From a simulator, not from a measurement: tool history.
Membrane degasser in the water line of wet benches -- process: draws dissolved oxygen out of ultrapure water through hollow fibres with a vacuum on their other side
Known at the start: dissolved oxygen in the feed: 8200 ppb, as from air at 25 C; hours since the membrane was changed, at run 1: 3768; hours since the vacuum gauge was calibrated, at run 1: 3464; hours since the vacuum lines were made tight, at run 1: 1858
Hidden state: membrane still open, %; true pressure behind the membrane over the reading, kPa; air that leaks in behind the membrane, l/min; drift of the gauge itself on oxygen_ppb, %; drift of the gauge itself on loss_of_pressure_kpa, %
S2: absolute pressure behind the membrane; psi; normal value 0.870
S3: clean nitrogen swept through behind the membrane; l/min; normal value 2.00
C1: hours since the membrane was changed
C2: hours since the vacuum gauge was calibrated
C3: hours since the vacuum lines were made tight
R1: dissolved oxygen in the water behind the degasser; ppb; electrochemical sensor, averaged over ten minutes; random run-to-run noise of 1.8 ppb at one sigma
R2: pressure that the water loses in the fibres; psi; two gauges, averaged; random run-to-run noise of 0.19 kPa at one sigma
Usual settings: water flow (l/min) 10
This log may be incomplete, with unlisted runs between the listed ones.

{"run": 1, "day": 0.0, "water flow (l/min)": 10, "S2": 0.87, "S3": 2.0, "C1": 3768, "C2": 3464, "C3": 1858, "R1": 184.5, "R2": 5.717}
{"run": 2, "day": 3.033, "water flow (l/min)": 10, "S2": 1.036, "S3": 2.0, "C1": 3841, "C2": 3537, "C3": 1931, "R1": 197.5, "R2": 5.726}
{"run": 3, "day": 8.158, "water flow (l/min)": 10, "S2": 0.87, "S3": 2.0, "C1": 3964, "C2": 3660, "C3": 2054, "R1": 183.2, "R2": 5.742}
{"run": 4, "day": 12.042, "water flow (l/min)": 10, "S2": 0.87, "S3": 2.0, "C1": 4057, "C2": 3753, "C3": 2147, "R1": 183.9, "R2": 5.714}
{"run": 5, "day": 14.292, "water flow (l/min)": 10, "S2": 0.87, "S3": 2.0, "C1": 4111, "C2": 3807, "C3": 2201, "R1": 187.8, "R2": 5.745}
{"run": 6, "day": 18.175, "water flow (l/min)": 10, "S2": 0.666, "S3": 2.0, "C1": 4204, "C2": 3900, "C3": 2294, "R1": 167.8, "R2": 5.739}
{"day": 22.196, "done": "vacuum gauge calibrated"}
{"run": 7, "day": 22.871, "water flow (l/min)": 10, "S2": 0.666, "S3": 2.0, "C1": 4316, "C2": 16, "C3": 2406, "R1": 166.7, "R2": 5.743}
{"run": 8, "day": 26.45, "water flow (l/min)": 10, "S2": 0.666, "S3": 2.0, "C1": 4402, "C2": 102, "C3": 2492, "R1": 169.9, "R2": 5.773}
{"run": 9, "day": 30.45, "water flow (l/min)": 10, "S2": 0.666, "S3": 5.51, "C1": 4498, "C2": 198, "C3": 2588, "R1": 157.1, "R2": 5.757}
{"run": 10, "day": 33.908, "water flow (l/min)": 12, "S2": 0.87, "S3": 2.0, "C1": 4581, "C2": 281, "C3": 2671, "R1": 309.3, "R2": 6.91}
{"run": 11, "day": 36.138, "water flow (l/min)": 12, "S2": 0.87, "S3": 2.0, "C1": 4635, "C2": 335, "C3": 2725, "R1": 313.8, "R2": 6.931}
{"run": 12, "day": 38.525, "water flow (l/min)": 12, "S2": 0.87, "S3": 2.0, "C1": 4692, "C2": 392, "C3": 2782, "R1": 316.6, "R2": 6.907}
{"run": 13, "day": 42.725, "water flow (l/min)": 12, "S2": 0.87, "S3": 2.0, "C1": 4793, "C2": 493, "C3": 2883, "R1": 315.1, "R2": 6.95}
{"run": 14, "day": 46.442, "water flow (l/min)": 10, "S2": 2.06, "S3": 2.0, "C1": 4882, "C2": 582, "C3": 2972, "R1": 286.2, "R2": 5.784}
{"day": 48.279, "done": "vacuum gauge calibrated, once more"}
{"run": 15, "day": 51.083, "water flow (l/min)": 8, "S2": 2.06, "S3": 2.0, "C1": 4993, "C2": 67, "C3": 3083, "R1": 171.3, "R2": 4.663}
{"run": 16, "day": 55.604, "water flow (l/min)": 8, "S2": 2.06, "S3": 2.0, "C1": 5102, "C2": 176, "C3": 3191, "R1": 173.3, "R2": 4.573}
{"run": 17, "day": 60.446, "water flow (l/min)": 15, "S2": 0.87, "S3": 1.65, "C1": 5218, "C2": 292, "C3": 3307, "R1": 560.1, "R2": 8.643}
{"run": 18, "day": 65.679, "water flow (l/min)": 15, "S2": 0.87, "S3": 1.65, "C1": 5343, "C2": 418, "C3": 3433, "R1": 561.4, "R2": 8.681}
{"run": 19, "day": 69.708, "water flow (l/min)": 10, "S2": 0.547, "S3": 2.83, "C1": 5440, "C2": 514, "C3": 3530, "R1": 162.2, "R2": 5.736}
{"run": 20, "day": 74.425, "water flow (l/min)": 10, "S2": 0.547, "S3": 2.83, "C1": 5553, "C2": 627, "C3": 3643, "R1": 161.1, "R2": 5.77}
{"run": 21, "day": 77.558, "water flow (l/min)": 10, "S2": 0.547, "S3": 2.83, "C1": 5628, "C2": 703, "C3": 3718, "R1": 158.4, "R2": 5.77}
{"run": 22, "day": 82.704, "water flow (l/min)": 10, "S2": 0.547, "S3": 2.83, "C1": 5752, "C2": 826, "C3": 3842, "R1": 162.3, "R2": 5.813}
{"run": 23, "day": 86.388, "water flow (l/min)": 8, "S2": 0.862, "S3": 3.51, "C1": 5840, "C2": 915, "C3": 3930, "R1": 80.5, "R2": 4.662}
{"run": 24, "day": 91.512, "water flow (l/min)": 9, "S2": 1.066, "S3": 0.84, "C1": 5963, "C2": 1038, "C3": 4053, "R1": 208.4, "R2": 5.182}
{"run": 25, "day": 95.075, "water flow (l/min)": 10, "S2": 0.87, "S3": 4.0, "C1": 6049, "C2": 1123, "C3": 4139, "R1": 171.7, "R2": 5.788}
{"run": 26, "day": 100.283, "water flow (l/min)": 9, "S2": 0.994, "S3": 0.94, "C1": 6174, "C2": 1248, "C3": 4264, "R1": 190.2, "R2": 5.192}
{"run": 27, "day": 103.946, "water flow (l/min)": 9, "S2": 0.994, "S3": 0.94, "C1": 6262, "C2": 1336, "C3": 4352, "R1": 189.4, "R2": 5.232}
{"run": 28, "day": 106.738, "water flow (l/min)": 9, "S2": 0.994, "S3": 0.94, "C1": 6329, "C2": 1403, "C3": 4419, "R1": 187.3, "R2": 5.249}
{"run": 29, "day": 108.875, "water flow (l/min)": 9, "S2": 0.994, "S3": 0.94, "C1": 6380, "C2": 1454, "C3": 4470, "R1": 188.5, "R2": 5.224}
{"run": 30, "day": 114.167, "water flow (l/min)": 11, "S2": 0.87, "S3": 0.87, "C1": 6507, "C2": 1581, "C3": 4597, "R1": 296.8, "R2": 6.424}
{"run": 31, "day": 116.808, "water flow (l/min)": 13, "S2": 0.783, "S3": 3.16, "C1": 6571, "C2": 1645, "C3": 4660, "R1": 380.2, "R2": 7.584}

Hidden state or all else? Some run-to-run changes of R1, split into what the settings, what came in and random variation would give without the hidden state, and what is left for the hidden state (with any gauge scatter that isn't in both results):
Run 9 -> 10: water flow (l/min) 10 -> 12, S2 0.666 -> 0.870, S3 5.51 -> 2.00. R1 +152.2 ppb: hidden state +8.1, all else +144.1.
Run 16 -> 17: water flow (l/min) 8 -> 15, S2 2.060 -> 0.870, S3 2.00 -> 1.65. R1 +386.8 ppb: hidden state +21.6, all else +365.2.
Run 18 -> 19: water flow (l/min) 15 -> 10, S2 0.870 -> 0.547, S3 1.65 -> 2.83. R1 -399.2 ppb: hidden state -16.9, all else -382.3.
Run 29 -> 30: water flow (l/min) 9 -> 11, S2 0.994 -> 0.870, S3 0.94 -> 0.87. R1 +108.3 ppb: hidden state +8.5, all else +99.8.
